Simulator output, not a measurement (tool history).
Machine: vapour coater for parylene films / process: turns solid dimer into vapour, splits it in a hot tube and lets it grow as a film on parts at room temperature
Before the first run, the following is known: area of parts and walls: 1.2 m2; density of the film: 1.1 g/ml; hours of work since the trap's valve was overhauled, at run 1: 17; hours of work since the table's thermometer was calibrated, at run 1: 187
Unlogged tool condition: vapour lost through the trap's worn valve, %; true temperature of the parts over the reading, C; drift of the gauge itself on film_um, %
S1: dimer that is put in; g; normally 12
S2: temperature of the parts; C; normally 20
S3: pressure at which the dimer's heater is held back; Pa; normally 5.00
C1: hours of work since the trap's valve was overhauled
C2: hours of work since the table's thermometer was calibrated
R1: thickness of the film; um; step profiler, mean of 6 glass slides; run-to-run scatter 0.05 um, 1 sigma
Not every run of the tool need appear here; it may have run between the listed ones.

run	hour	S1	S2	S3	C1	C2	R1
1	0.0	12	20	5.00	17	187	5.74
2	36.8	12	20	5.00	33	203	5.70
3	89.8	12	20	5.00	56	226	5.65
4	137.4	12	20	2.81	76	246	6.21
5	173.7	12	20	5.50	92	262	5.43
6	205.6	12	15	5.00	105	275	6.86
7	236.8	20	20	5.00	118	289	9.28
8	288.9	20	20	5.00	141	311	9.32
9	314.8	20	20	5.00	152	322	9.25
10	363.8	12	20	3.42	173	343	5.82
11	389.9	12	20	3.42	184	354	5.93
12	422.4	12	21	5.00	198	368	5.25
13	448.3	12	21	5.00	209	379	5.22
14	479.8	12	20	5.00	222	392	5.31
15	524.6	12	20	5.00	241	412	5.30
# hour 546.5: trap's valve overhauled
16	557.5	12	20	5.00	5	424	5.82
17	588.1	12	20	5.00	18	437	5.69
18	615.8	12	20	5.00	30	449	5.66
19	668.6	12	20	5.00	52	471	5.72
20	695.5	12	20	5.00	64	483	5.67
21	720.8	14	20	5.00	74	494	6.48
22	749.6	14	20	5.00	87	506	6.52
23	784.1	14	20	5.00	102	521	6.57
24	823.3	14	20	5.00	118	537	6.45
25	859.3	6	20	3.99	134	553	2.88
26	908.3	6	20	3.99	155	574	2.86
27	936.5	6	20	3.99	167	586	2.89
28	976.1	9	13	8.30	184	603	4.89
29	1014.6	20	20	5.00	200	619	9.14
30	1067.3	20	20	4.43	223	642	9.32
31	1105.1	20	20	4.43	239	658	9.25
# hour 1134.3: trap's valve overhauled
32	1150.5	20	20	4.43	7	676	9.74
33	1175.7	20	20	4.43	18	686	9.85
34	1226.9	20	20	4.43	40	708	9.90
35	1257.8	20	20	4.43	53	721	9.77
36	1280.4	20	20	11.01	62	731	8.24
37	1311.6	20	20	11.01	76	744	8.20
38	1357.9	20	20	11.01	96	764	8.01
39	1411.4	9	31	4.09	118	787	2.92
40	1463.8	9	31	4.09	141	809	2.82
41	1486.9	12	20	2.76	151	819	6.22
42	1540.1	12	17	4.45	173	842	6.33
43	1576.5	14	28	5.00	189	858	4.71
44	1619.5	12	13	5.00	207	876	7.13
45	1647.7	5	13	6.75	219	888	2.82
46	1695.0	5	16	5.00	240	908	2.60
# hour 1721.5: trap's valve overhauled
47	1740.8	8	19	10.70	8	926	3.54

Below, each run's measurement less what the same run would have read without the hidden state. Both values contain the same run-to-run variation, but the gauge's scatter may not be the same in both:
run	R1
1	-0.02
2	-0.06
3	-0.09
4	-0.14
5	-0.14
6	-0.21
7	-0.33
8	-0.38
9	-0.42
10	-0.30
11	-0.32
12	-0.31
13	-0.33
14	-0.35
15	-0.38
16	-0.03
17	-0.05
18	-0.07
19	-0.12
20	-0.14
21	-0.18
22	-0.20
23	-0.22
24	-0.25
25	-0.13
26	-0.15
27	-0.16
28	-0.29
29	-0.58
30	-0.66
31	-0.71
32	+0.04
33	+0.01
34	-0.05
35	-0.09
36	-0.09
37	-0.12
38	-0.16
39	-0.08
40	-0.10
41	-0.23
42	-0.28
43	-0.23
44	-0.39
45	-0.16
46	-0.17
47	+0.04
